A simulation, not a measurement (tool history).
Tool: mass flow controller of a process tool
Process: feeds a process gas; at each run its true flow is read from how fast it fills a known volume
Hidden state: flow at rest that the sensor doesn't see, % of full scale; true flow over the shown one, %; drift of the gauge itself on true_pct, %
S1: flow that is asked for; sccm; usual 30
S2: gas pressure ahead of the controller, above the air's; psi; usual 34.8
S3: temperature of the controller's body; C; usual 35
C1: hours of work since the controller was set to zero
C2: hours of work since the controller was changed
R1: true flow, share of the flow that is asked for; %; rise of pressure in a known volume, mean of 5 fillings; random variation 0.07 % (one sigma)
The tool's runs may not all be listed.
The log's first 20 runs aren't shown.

Run 21, hour 1718.0: usual settings but S2 24.4 psi, S3 23 C; C1 2975; C2 2975. Result: R1 98.80 %.
Run 22, hour 1819.2: usual settings but S2 24.4 psi, S3 23 C; C1 3049; C2 3049. Result: R1 98.81 %.
Run 23, hour 1916.6: usual settings but S2 24.4 psi, S3 23 C; C1 3120; C2 3120. Result: R1 98.69 %.
Run 24, hour 1972.2: usual settings but S2 24.4 psi, S3 23 C; C1 3160; C2 3160. Result: R1 98.61 %.
Run 25, hour 2025.0: usual settings but S1 36 sccm, S3 30 C; C1 3199; C2 3199. Result: R1 98.27 %.
Run 26, hour 2075.5: usual settings but S1 36 sccm, S3 30 C; C1 3236; C2 3236. Result: R1 98.27 %.
Run 27, hour 2148.9: usual settings but S1 50 sccm, S3 23 C; C1 3289; C2 3289. Result: R1 98.78 %.
Run 28, hour 2207.9: usual settings but S1 15 sccm, S3 31 C; C1 3332; C2 3332. Result: R1 99.77 %.
Run 29, hour 2302.9: usual settings but S2 36.0 psi, S3 32 C; C1 3401; C2 3401. Result: R1 98.34 %.
Run 30, hour 2393.1: usual settings but S1 71 sccm, S2 24.9 psi, S3 36 C; C1 3467; C2 3467. Result: R1 97.37 %.
Run 31, hour 2462.7: usual settings but S1 71 sccm, S2 24.9 psi, S3 36 C; C1 3518; C2 3518. Result: R1 97.38 %.
Run 32, hour 2547.5: usual settings but S1 71 sccm, S2 24.9 psi, S3 36 C; C1 3580; C2 3580. Result: R1 97.49 %.
Run 33, hour 2601.4: usual settings but S1 60 sccm, S2 22.2 psi, S3 36 C; C1 3619; C2 3619. Result: R1 97.22 %.
Run 34, hour 2710.9: usual settings but S1 60 sccm, S2 22.2 psi, S3 36 C; C1 3699; C2 3699. Result: R1 97.25 %.
Run 35, hour 2813.5: usual settings but S1 43 sccm, S2 20.9 psi, S3 32 C; C1 3774; C2 3774. Result: R1 97.54 %.
Run 36, hour 2871.0: usual settings but S1 16 sccm, S2 20.5 psi, S3 25 C; C1 3815; C2 3815. Result: R1 99.73 %.
Run 37, hour 2985.0: usual settings but S1 25 sccm, S2 33.4 psi; C1 3898; C2 3898. Result: R1 98.18 %.
Run 38, hour 3073.4: usual settings but S1 25 sccm, S2 33.8 psi, S3 23 C; C1 3963; C2 3963. Result: R1 99.37 %.
Run 39, hour 3171.3: usual settings but S1 90 sccm, S2 36.5 psi, S3 23 C; C1 4034; C2 4034. Result: R1 99.06 %.
Run 40, hour 3291.5: usual settings but S1 29 sccm, S2 26.0 psi, S3 27 C; C1 4122; C2 4122. Result: R1 98.44 %.
Run 41, hour 3411.9: usual settings but S2 26.0 psi, S3 26 C; C1 4210; C2 4210. Result: R1 98.55 %.
Run 42, hour 3535.2: usual settings but S1 24 sccm, S2 27.0 psi; C1 4300; C2 4300. Result: R1 98.19 %.
Run 43, hour 3649.0: usual settings but S1 12 sccm, S2 27.7 psi, S3 21 C; C1 4383; C2 4383. Result: R1 102.02 %.
Run 44, hour 3727.7: usual settings but S1 50 sccm, S2 26.3 psi; C1 4440; C2 4440. Result: R1 97.40 %.
Run 45, hour 3813.8: usual settings but S1 11 sccm, S2 26.7 psi; C1 4503; C2 4503. Result: R1 101.53 %.

Forecast each of these 4 alternatives for the next run:
Run A, hour 3907.0: usual settings but S1 14 sccm; C1 4571; C2 4571. Result: R1 ?.
Run B, hour 3907.0: usual settings but S1 51 sccm, S2 23.8 psi; C1 4571; C2 4571. Result: R1 ?.
Run C, hour 3907.0: usual settings but S1 55 sccm, S2 25.7 psi, S3 32 C; C1 4571; C2 4571. Result: R1 ?.
Run D, hour 3907.0: usual settings but S1 11 sccm, S2 24.7 psi; C1 4571; C2 4571. Result: R1 ?.

run      R1
  A  100.37
  B   97.23
  C   97.45
  D  101.34
Without the tool's hidden state the same runs would have given:
run     R1
  A  97.37
  B  97.93
  C  98.26
  D  96.96
